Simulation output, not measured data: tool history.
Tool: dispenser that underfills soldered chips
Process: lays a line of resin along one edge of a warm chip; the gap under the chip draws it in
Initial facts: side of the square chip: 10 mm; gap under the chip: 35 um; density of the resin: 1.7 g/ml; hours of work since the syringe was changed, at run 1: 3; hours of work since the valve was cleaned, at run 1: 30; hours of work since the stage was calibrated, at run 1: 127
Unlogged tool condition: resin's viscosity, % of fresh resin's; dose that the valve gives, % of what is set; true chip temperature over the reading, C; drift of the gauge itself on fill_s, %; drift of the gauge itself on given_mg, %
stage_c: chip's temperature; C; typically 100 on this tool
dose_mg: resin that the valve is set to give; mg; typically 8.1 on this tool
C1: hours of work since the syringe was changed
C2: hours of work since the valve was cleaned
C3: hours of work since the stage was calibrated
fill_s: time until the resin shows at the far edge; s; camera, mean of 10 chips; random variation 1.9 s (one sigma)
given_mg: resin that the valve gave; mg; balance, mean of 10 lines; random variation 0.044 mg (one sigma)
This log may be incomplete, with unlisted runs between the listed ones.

{"run": 1, "day": 0.0, "stage_c": 100, "dose_mg": 8.1, "C1": 3, "C2": 30, "C3": 127, "fill_s": 219.3, "given_mg": 7.86}
{"run": 2, "day": 0.179, "stage_c": 86, "dose_mg": 8.1, "C1": 5, "C2": 32, "C3": 130, "fill_s": 508.5, "given_mg": 7.84}
{"day": 0.208, "done": "new syringe of resin"}
{"run": 3, "day": 0.3, "stage_c": 86, "dose_mg": 8.1, "C1": 1, "C2": 34, "C3": 132, "fill_s": 411.1, "given_mg": 7.79}
{"run": 4, "day": 0.404, "stage_c": 100, "dose_mg": 9.98, "C1": 3, "C2": 36, "C3": 134, "fill_s": 227.1, "given_mg": 9.66}
{"run": 5, "day": 0.508, "stage_c": 100, "dose_mg": 9.98, "C1": 5, "C2": 37, "C3": 135, "fill_s": 242.7, "given_mg": 9.72}
{"day": 0.579, "done": "new syringe of resin"}
{"run": 6, "day": 0.621, "stage_c": 100, "dose_mg": 9.98, "C1": 1, "C2": 39, "C3": 137, "fill_s": 188.6, "given_mg": 9.65}
{"run": 7, "day": 0.708, "stage_c": 100, "dose_mg": 8.62, "C1": 2, "C2": 40, "C3": 138, "fill_s": 203.8, "given_mg": 8.26}
{"run": 8, "day": 0.867, "stage_c": 100, "dose_mg": 8.62, "C1": 4, "C2": 43, "C3": 141, "fill_s": 239.3, "given_mg": 8.23}
{"day": 0.954, "done": "new syringe of resin"}
{"run": 9, "day": 0.979, "stage_c": 100, "dose_mg": 8.62, "C1": 0, "C2": 44, "C3": 142, "fill_s": 186.3, "given_mg": 8.23}
{"run": 10, "day": 1.15, "stage_c": 109, "dose_mg": 8.62, "C1": 3, "C2": 47, "C3": 145, "fill_s": 148, "given_mg": 8.25}
{"run": 11, "day": 1.271, "stage_c": 109, "dose_mg": 8.62, "C1": 5, "C2": 49, "C3": 147, "fill_s": 162.7, "given_mg": 8.27}
{"day": 1.338, "done": "new syringe of resin"}
{"run": 12, "day": 1.408, "stage_c": 109, "dose_mg": 8.62, "C1": 1, "C2": 51, "C3": 149, "fill_s": 135, "given_mg": 8.31}
{"day": 1.525, "done": "dispensing valve cleaned and set on the balance"}
{"run": 13, "day": 1.625, "stage_c": 100, "dose_mg": 8.24, "C1": 4, "C2": 2, "C3": 152, "fill_s": 232.2, "given_mg": 8.23}
{"day": 1.754, "done": "new syringe of resin"}
{"run": 14, "day": 1.754, "stage_c": 102, "dose_mg": 8.09, "C1": 0, "C2": 3, "C3": 154, "fill_s": 170.1, "given_mg": 8.13}
{"run": 15, "day": 1.929, "stage_c": 102, "dose_mg": 8.09, "C1": 3, "C2": 6, "C3": 156, "fill_s": 204.5, "given_mg": 8.11}
{"run": 16, "day": 2.058, "stage_c": 102, "dose_mg": 8.09, "C1": 5, "C2": 8, "C3": 158, "fill_s": 223.2, "given_mg": 8.1}
{"day": 2.129, "done": "new syringe of resin"}
{"run": 17, "day": 2.254, "stage_c": 88, "dose_mg": 8.67, "C1": 2, "C2": 11, "C3": 161, "fill_s": 367.9, "given_mg": 8.64}
{"run": 18, "day": 2.367, "stage_c": 88, "dose_mg": 8.67, "C1": 4, "C2": 13, "C3": 163, "fill_s": 402.9, "given_mg": 8.68}
{"run": 19, "day": 2.483, "stage_c": 106, "dose_mg": 7.13, "C1": 6, "C2": 15, "C3": 165, "fill_s": 204.9, "given_mg": 7.07}
{"day": 2.512, "done": "new syringe of resin"}
{"run": 20, "day": 2.621, "stage_c": 98, "dose_mg": 9.6, "C1": 2, "C2": 17, "C3": 167, "fill_s": 221.2, "given_mg": 9.51}
{"run": 21, "day": 2.812, "stage_c": 98, "dose_mg": 9.6, "C1": 5, "C2": 20, "C3": 170, "fill_s": 264.6, "given_mg": 9.48}

Alternative continuations, all from the tool just after run 21; predict every row:
{"day": 2.883, "done": "new syringe of resin"}
{"run": "A", "day": 2.95, "stage_c": 92, "dose_mg": 7.27, "C1": 1, "C2": 22, "C3": 172, "fill_s": "?", "given_mg": "?"}
{"day": 2.883, "done": "new syringe of resin"}
{"run": "B", "day": 2.95, "stage_c": 105, "dose_mg": 8.77, "C1": 1, "C2": 22, "C3": 172, "fill_s": "?", "given_mg": "?"}
{"day": 2.883, "done": "new syringe of resin"}
{"run": "C", "day": 2.95, "stage_c": 108, "dose_mg": 7.12, "C1": 1, "C2": 22, "C3": 172, "fill_s": "?", "given_mg": "?"}

run=A fill_s=298.8 given_mg=7.16
run=B fill_s=156.8 given_mg=8.54
run=C fill_s=147.6 given_mg=7.04
Had the tool no hidden state, the same runs would have come out as:
run=A fill_s=279.8 given_mg=7.26
run=B fill_s=147.4 given_mg=8.66
run=C fill_s=138.3 given_mg=7.13

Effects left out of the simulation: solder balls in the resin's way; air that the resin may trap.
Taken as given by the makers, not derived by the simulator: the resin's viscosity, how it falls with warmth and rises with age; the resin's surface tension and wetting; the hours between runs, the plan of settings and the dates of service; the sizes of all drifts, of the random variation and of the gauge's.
